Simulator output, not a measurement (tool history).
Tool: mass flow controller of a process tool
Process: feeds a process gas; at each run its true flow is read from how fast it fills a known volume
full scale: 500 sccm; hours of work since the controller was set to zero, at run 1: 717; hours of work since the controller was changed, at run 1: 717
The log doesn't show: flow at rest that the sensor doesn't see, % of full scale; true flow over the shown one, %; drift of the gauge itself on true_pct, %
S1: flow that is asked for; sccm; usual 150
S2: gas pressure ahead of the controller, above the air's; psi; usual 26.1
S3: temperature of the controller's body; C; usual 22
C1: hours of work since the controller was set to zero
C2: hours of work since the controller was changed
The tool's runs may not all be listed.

{"run": 1, "hour": 0.0, "S1": 150, "S2": 26.1, "S3": 22, "C1": 717, "C2": 717, "true flow (%)": 98.96}
{"run": 2, "hour": 43.3, "S1": 150, "S2": 26.1, "S3": 22, "C1": 742, "C2": 742, "true flow (%)": 99.01}
{"run": 3, "hour": 90.9, "S1": 150, "S2": 26.1, "S3": 22, "C1": 770, "C2": 770, "true flow (%)": 98.99}
{"run": 4, "hour": 163.9, "S1": 278, "S2": 26.1, "S3": 22, "C1": 813, "C2": 813, "true flow (%)": 99.42}
{"run": 5, "hour": 203.2, "S1": 278, "S2": 26.1, "S3": 22, "C1": 836, "C2": 836, "true flow (%)": 99.51}
{"run": 6, "hour": 259.8, "S1": 86, "S2": 35, "S3": 39, "C1": 869, "C2": 869, "true flow (%)": 98.02}
{"run": 7, "hour": 310.0, "S1": 150, "S2": 26.1, "S3": 36, "C1": 898, "C2": 898, "true flow (%)": 98.76}
{"run": 8, "hour": 365.5, "S1": 59, "S2": 26.1, "S3": 22, "C1": 930, "C2": 930, "true flow (%)": 98.78}
{"run": 9, "hour": 442.3, "S1": 59, "S2": 26.1, "S3": 22, "C1": 975, "C2": 975, "true flow (%)": 98.8}
{"run": 10, "hour": 516.5, "S1": 63, "S2": 35.5, "S3": 23, "C1": 1018, "C2": 1018, "true flow (%)": 98.41}

4 ways to go on from here, each from the tool as it stands after run 10. What would each give?
{"run": "A", "hour": 577.8, "S1": 420, "S2": 22.8, "S3": 26, "C1": 1054, "C2": 1054, "true flow (%)": "?"}
{"run": "B", "hour": 577.8, "S1": 114, "S2": 26.1, "S3": 32, "C1": 1054, "C2": 1054, "true flow (%)": "?"}
{"run": "C", "hour": 577.8, "S1": 150, "S2": 21.2, "S3": 22, "C1": 1054, "C2": 1054, "true flow (%)": "?"}
{"run": "D", "hour": 577.8, "S1": 63, "S2": 31.6, "S3": 23, "C1": 1054, "C2": 1054, "true flow (%)": "?"}

run=A true_flow_(%)=100.37
run=B true_flow_(%)=98.91
run=C true_flow_(%)=99.48
run=D true_flow_(%)=98.54
Without the tool's hidden state the same runs would have given:
run=A true_flow_(%)=100.07
run=B true_flow_(%)=98.61
run=C true_flow_(%)=99.18
run=D true_flow_(%)=98.24
